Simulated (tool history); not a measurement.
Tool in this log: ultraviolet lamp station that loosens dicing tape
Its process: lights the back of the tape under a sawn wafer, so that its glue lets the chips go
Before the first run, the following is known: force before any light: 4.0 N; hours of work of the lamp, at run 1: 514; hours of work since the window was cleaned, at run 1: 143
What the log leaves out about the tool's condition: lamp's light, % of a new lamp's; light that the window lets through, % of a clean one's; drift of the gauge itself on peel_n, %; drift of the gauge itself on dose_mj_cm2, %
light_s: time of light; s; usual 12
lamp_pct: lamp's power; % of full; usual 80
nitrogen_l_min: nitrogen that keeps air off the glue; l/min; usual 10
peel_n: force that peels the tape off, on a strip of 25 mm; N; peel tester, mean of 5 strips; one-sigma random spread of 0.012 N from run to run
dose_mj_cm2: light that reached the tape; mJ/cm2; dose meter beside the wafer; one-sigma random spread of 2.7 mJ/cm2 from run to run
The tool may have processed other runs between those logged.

run,hour,light_s,lamp_pct,nitrogen_l_min,hours of work of the lamp,hours of work since the window was cleaned,peel_n,dose_mj_cm2
1,0.0,12,80,10,514,143,0.537,373
2,29.7,12,80,5,536,166,0.725,376
3,71.5,12,87,10,569,198,0.476,405
4,119.9,12,87,10,606,236,0.476,413
5,159.1,12,87,10,636,266,0.458,399
# hour 163.8: window cleaned of glue's vapour
# hour 169.3: lamp changed
6,191.7,12,87,10,17,21,0.458,406
7,223.5,14,80,10,42,45,0.431,437
8,257.6,14,80,10,68,72,0.410,446
9,299.4,12,80,10,100,104,0.540,377
10,331.9,12,80,10,126,129,0.516,375
11,366.9,12,80,10,153,156,0.527,376
12,399.3,12,62,10,178,181,0.768,291
13,446.1,12,62,10,214,217,0.777,291
14,477.5,12,62,10,238,241,0.775,290
15,508.1,12,62,14,262,265,0.682,292
# hour 511.2: window cleaned of glue's vapour
16,544.4,12,80,10,289,26,0.541,373
17,578.0,12,80,10,315,52,0.523,371
18,628.3,12,80,10,354,90,0.528,370
19,652.5,12,80,10,373,109,0.517,373
20,689.3,7,80,10,401,138,1.101,217
21,731.9,7,80,10,434,170,1.088,217
22,771.6,6,97,18,465,201,0.900,226
23,801.0,12,91,7,487,224,0.495,423
24,835.4,22,73,3,514,250,0.418,623
# hour 862.0: window cleaned of glue's vapour
25,877.1,11,76,4,546,12,0.945,330
26,929.7,11,95,15,586,52,0.423,405
27,977.2,6,98,4,623,89,1.428,226
# hour 1005.2: lamp changed
28,1012.5,12,86,4,6,115,0.708,402
29,1049.0,10,91,4,34,144,0.848,354
30,1087.4,10,91,17,64,173,0.469,354
31,1126.3,12,85,4,94,203,0.722,398
32,1163.8,7,80,4,123,232,1.506,219
33,1208.7,6,78,6,157,267,1.546,182
# hour 1213.0: window cleaned of glue's vapour
34,1237.8,6,78,6,179,19,1.595,184
35,1268.4,6,78,6,203,43,1.605,179
36,1294.7,21,78,4,223,63,0.348,645
37,1329.0,21,86,4,250,90,0.325,713
38,1366.5,13,74,8,279,119,0.567,376
39,1390.9,13,74,8,297,137,0.568,375
40,1429.6,15,98,13,327,167,0.270,573
41,1460.1,9,76,3,351,191,1.367,265
42,1504.6,10,96,10,385,225,0.531,377

3 options for the next run, each taken on its own from the tool as it stands now. Forecast them:
A,1549.8,10,96,10,420,260,?,?
B,1549.8,21,68,7,420,260,?,?
C,1549.8,6,96,13,420,260,?,?

run,peel_n,dose_mj_cm2
A,0.532,375
B,0.345,558
C,1.003,223
Take away the tool's hidden state, keep each run's random variation, and the runs would have read:
run,peel_n,dose_mj_cm2
A,0.531,376
B,0.344,560
C,1.001,223
